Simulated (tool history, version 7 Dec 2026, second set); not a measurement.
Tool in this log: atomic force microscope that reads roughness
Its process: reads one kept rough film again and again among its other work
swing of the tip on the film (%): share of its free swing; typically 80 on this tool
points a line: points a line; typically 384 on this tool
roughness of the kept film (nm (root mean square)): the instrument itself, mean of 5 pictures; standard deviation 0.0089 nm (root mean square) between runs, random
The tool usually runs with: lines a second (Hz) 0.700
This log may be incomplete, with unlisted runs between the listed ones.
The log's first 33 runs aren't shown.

run	hour	lines a second (Hz)	swing of the tip on the film (%)	points a line	pictures with this tip	hours of work since the height scale was calibrated	roughness of the kept film (nm (root mean square))
34	401.4	2.634	74	442	110	314	1.827
35	410.7	2.634	74	442	121	318	1.846
36	420.9	0.677	80	962	133	323	1.986
37	431.7	2.290	80	348	146	328	1.785
38	440.8	0.731	80	384	157	332	1.960
39	450.9	3.518	59	880	169	337	1.942
# hour 463.0: new tip fitted
40	465.9	0.578	80	384	3	343	1.998
41	476.7	0.643	80	546	16	348	1.992
42	487.3	0.643	80	546	28	353	1.994
43	500.7	0.643	80	546	44	359	2.002
44	517.1	0.643	80	546	64	367	1.994
45	529.2	1.230	84	546	78	372	1.882
46	541.3	1.465	64	452	93	378	1.999
47	557.6	2.846	58	756	112	385	1.965

3 options for the next run, each taken on its own from the tool as it stands now. Forecast them:
A	567.2	0.700	58	384	123	390	?
B	567.2	1.306	80	384	123	390	?
C	567.2	2.846	83	756	123	390	?

run	roughness of the kept film (nm (root mean square))
A	2.031
B	1.899
C	1.702
Stripped of hidden state, with their random variation kept, the same runs would have yielded:
run	roughness of the kept film (nm (root mean square))
A	2.037
B	1.904
C	1.707
